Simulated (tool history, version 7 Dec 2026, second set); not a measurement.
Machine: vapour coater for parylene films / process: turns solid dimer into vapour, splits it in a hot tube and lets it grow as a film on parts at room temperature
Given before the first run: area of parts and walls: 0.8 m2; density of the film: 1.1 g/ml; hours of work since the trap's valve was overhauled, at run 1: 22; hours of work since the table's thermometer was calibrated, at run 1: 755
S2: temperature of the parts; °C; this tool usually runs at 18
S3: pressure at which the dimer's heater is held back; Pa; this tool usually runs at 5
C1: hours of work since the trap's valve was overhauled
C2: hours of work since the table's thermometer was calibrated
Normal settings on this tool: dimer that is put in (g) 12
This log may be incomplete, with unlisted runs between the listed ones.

{"run": 1, "day": 0.0, "dimer that is put in (g)": 12, "S2": 18, "S3": 5, "C1": 22, "C2": 755, "thickness of the film (nm)": 6700}
{"run": 2, "day": 0.95, "dimer that is put in (g)": 12, "S2": 18, "S3": 5, "C1": 39, "C2": 772, "thickness of the film (nm)": 6760}
{"run": 3, "day": 1.733, "dimer that is put in (g)": 12, "S2": 18, "S3": 5, "C1": 53, "C2": 785, "thickness of the film (nm)": 6690}
{"run": 4, "day": 2.842, "dimer that is put in (g)": 12, "S2": 18, "S3": 5.17, "C1": 72, "C2": 805, "thickness of the film (nm)": 6550}
{"run": 5, "day": 3.388, "dimer that is put in (g)": 12, "S2": 14, "S3": 5.17, "C1": 82, "C2": 814, "thickness of the film (nm)": 7440}
{"run": 6, "day": 3.958, "dimer that is put in (g)": 12, "S2": 18, "S3": 2.75, "C1": 92, "C2": 824, "thickness of the film (nm)": 7260}
{"run": 7, "day": 4.854, "dimer that is put in (g)": 12, "S2": 18, "S3": 2.75, "C1": 108, "C2": 840, "thickness of the film (nm)": 7200}
{"run": 8, "day": 5.375, "dimer that is put in (g)": 12, "S2": 18, "S3": 2.75, "C1": 117, "C2": 849, "thickness of the film (nm)": 7250}
{"run": 9, "day": 5.929, "dimer that is put in (g)": 12, "S2": 18, "S3": 2.75, "C1": 127, "C2": 859, "thickness of the film (nm)": 7260}
{"run": 10, "day": 6.6, "dimer that is put in (g)": 12, "S2": 18, "S3": 2.75, "C1": 139, "C2": 871, "thickness of the film (nm)": 7270}
{"run": 11, "day": 7.179, "dimer that is put in (g)": 12, "S2": 18, "S3": 5, "C1": 149, "C2": 881, "thickness of the film (nm)": 6630}
{"run": 12, "day": 7.812, "dimer that is put in (g)": 12, "S2": 18, "S3": 5, "C1": 160, "C2": 892, "thickness of the film (nm)": 6660}
{"run": 13, "day": 8.338, "dimer that is put in (g)": 12, "S2": 18, "S3": 5, "C1": 169, "C2": 902, "thickness of the film (nm)": 6600}
{"run": 14, "day": 9.454, "dimer that is put in (g)": 12, "S2": 18, "S3": 5, "C1": 189, "C2": 921, "thickness of the film (nm)": 6600}
{"run": 15, "day": 10.038, "dimer that is put in (g)": 12, "S2": 15, "S3": 5, "C1": 199, "C2": 931, "thickness of the film (nm)": 7210}
{"run": 16, "day": 10.633, "dimer that is put in (g)": 12, "S2": 18, "S3": 8.98, "C1": 210, "C2": 942, "thickness of the film (nm)": 6050}
{"run": 17, "day": 11.504, "dimer that is put in (g)": 12, "S2": 18, "S3": 8.98, "C1": 225, "C2": 957, "thickness of the film (nm)": 6050}
{"run": 18, "day": 12.325, "dimer that is put in (g)": 12, "S2": 18, "S3": 8.98, "C1": 239, "C2": 972, "thickness of the film (nm)": 6050}
{"run": 19, "day": 13.117, "dimer that is put in (g)": 17, "S2": 18, "S3": 5, "C1": 253, "C2": 986, "thickness of the film (nm)": 9320}
{"run": 20, "day": 13.654, "dimer that is put in (g)": 17, "S2": 18, "S3": 5, "C1": 263, "C2": 995, "thickness of the film (nm)": 9300}
{"run": 21, "day": 14.767, "dimer that is put in (g)": 17, "S2": 18, "S3": 5, "C1": 282, "C2": 1015, "thickness of the film (nm)": 9350}
{"run": 22, "day": 15.717, "dimer that is put in (g)": 17, "S2": 18, "S3": 5, "C1": 299, "C2": 1031, "thickness of the film (nm)": 9340}
{"run": 23, "day": 16.421, "dimer that is put in (g)": 17, "S2": 18, "S3": 5, "C1": 311, "C2": 1044, "thickness of the film (nm)": 9330}
{"run": 24, "day": 16.975, "dimer that is put in (g)": 12, "S2": 13, "S3": 5, "C1": 321, "C2": 1054, "thickness of the film (nm)": 7540}
{"run": 25, "day": 17.717, "dimer that is put in (g)": 19, "S2": 17, "S3": 4.47, "C1": 334, "C2": 1067, "thickness of the film (nm)": 10810}
{"run": 26, "day": 18.733, "dimer that is put in (g)": 19, "S2": 17, "S3": 4.47, "C1": 352, "C2": 1085, "thickness of the film (nm)": 10830}
{"run": 27, "day": 19.258, "dimer that is put in (g)": 6, "S2": 25, "S3": 6.03, "C1": 361, "C2": 1094, "thickness of the film (nm)": 2600}
{"run": 28, "day": 19.788, "dimer that is put in (g)": 6, "S2": 25, "S3": 6.03, "C1": 371, "C2": 1103, "thickness of the film (nm)": 2600}
{"run": 29, "day": 20.771, "dimer that is put in (g)": 12, "S2": 22, "S3": 5, "C1": 388, "C2": 1120, "thickness of the film (nm)": 5860}
{"run": 30, "day": 21.45, "dimer that is put in (g)": 12, "S2": 18, "S3": 10.63, "C1": 400, "C2": 1132, "thickness of the film (nm)": 5820}
{"run": 31, "day": 22.125, "dimer that is put in (g)": 13, "S2": 13, "S3": 10.63, "C1": 412, "C2": 1144, "thickness of the film (nm)": 7300}
{"run": 32, "day": 22.783, "dimer that is put in (g)": 19, "S2": 18, "S3": 8.27, "C1": 424, "C2": 1156, "thickness of the film (nm)": 9510}
{"run": 33, "day": 23.938, "dimer that is put in (g)": 9, "S2": 11, "S3": 5, "C1": 444, "C2": 1176, "thickness of the film (nm)": 5920}
{"run": 34, "day": 24.429, "dimer that is put in (g)": 7, "S2": 16, "S3": 7.33, "C1": 452, "C2": 1185, "thickness of the film (nm)": 3780}
{"run": 35, "day": 24.938, "dimer that is put in (g)": 8, "S2": 27, "S3": 7.33, "C1": 461, "C2": 1194, "thickness of the film (nm)": 3160}
{"run": 36, "day": 25.529, "dimer that is put in (g)": 8, "S2": 27, "S3": 7.33, "C1": 472, "C2": 1204, "thickness of the film (nm)": 3190}
{"run": 37, "day": 26.262, "dimer that is put in (g)": 8, "S2": 27, "S3": 7.33, "C1": 485, "C2": 1217, "thickness of the film (nm)": 3200}
{"run": 38, "day": 26.975, "dimer that is put in (g)": 8, "S2": 27, "S3": 7.33, "C1": 497, "C2": 1230, "thickness of the film (nm)": 3160}
{"run": 39, "day": 27.867, "dimer that is put in (g)": 13, "S2": 27, "S3": 7.33, "C1": 513, "C2": 1245, "thickness of the film (nm)": 5140}
{"run": 40, "day": 28.592, "dimer that is put in (g)": 11, "S2": 23, "S3": 6.4, "C1": 526, "C2": 1258, "thickness of the film (nm)": 4930}
{"run": 41, "day": 29.558, "dimer that is put in (g)": 11, "S2": 23, "S3": 8.02, "C1": 543, "C2": 1275, "thickness of the film (nm)": 4790}
{"run": 42, "day": 30.692, "dimer that is put in (g)": 11, "S2": 23, "S3": 8.02, "C1": 563, "C2": 1295, "thickness of the film (nm)": 4820}
{"run": 43, "day": 31.721, "dimer that is put in (g)": 11, "S2": 14, "S3": 2.29, "C1": 581, "C2": 1313, "thickness of the film (nm)": 7380}
{"run": 44, "day": 32.412, "dimer that is put in (g)": 14, "S2": 14, "S3": 2.29, "C1": 593, "C2": 1325, "thickness of the film (nm)": 9440}
{"day": 32.746, "done": "trap's valve overhauled"}
{"run": 45, "day": 33.725, "dimer that is put in (g)": 11, "S2": 11, "S3": 5, "C1": 17, "C2": 1346, "thickness of the film (nm)": 7450}
{"run": 46, "day": 34.75, "dimer that is put in (g)": 5, "S2": 11, "S3": 4.31, "C1": 35, "C2": 1364, "thickness of the film (nm)": 3490}

Branching from run 46: 5 alternative next runs. What would each branch give?
{"run": "A", "day": 35.529, "dimer that is put in (g)": 20, "S2": 15, "S3": 11.56, "C1": 49, "C2": 1377, "thickness of the film (nm)": "?"}
{"run": "B", "day": 35.529, "dimer that is put in (g)": 12, "S2": 13, "S3": 5, "C1": 49, "C2": 1377, "thickness of the film (nm)": "?"}
{"run": "C", "day": 35.529, "dimer that is put in (g)": 11, "S2": 11, "S3": 7.53, "C1": 49, "C2": 1377, "thickness of the film (nm)": "?"}
{"run": "D", "day": 35.529, "dimer that is put in (g)": 17, "S2": 18, "S3": 5, "C1": 49, "C2": 1377, "thickness of the film (nm)": "?"}
{"run": "E", "day": 35.529, "dimer that is put in (g)": 7, "S2": 12, "S3": 3.56, "C1": 49, "C2": 1377, "thickness of the film (nm)": "?"}

run=A thickness_of_the_film_(nm)=10760
run=B thickness_of_the_film_(nm)=7660
run=C thickness_of_the_film_(nm)=7010
run=D thickness_of_the_film_(nm)=9490
run=E thickness_of_the_film_(nm)=4870
Without the tool's hidden state the same runs would have given:
run=A thickness_of_the_film_(nm)=10740
run=B thickness_of_the_film_(nm)=7650
run=C thickness_of_the_film_(nm)=7000
run=D thickness_of_the_film_(nm)=9470
run=E thickness_of_the_film_(nm)=4860
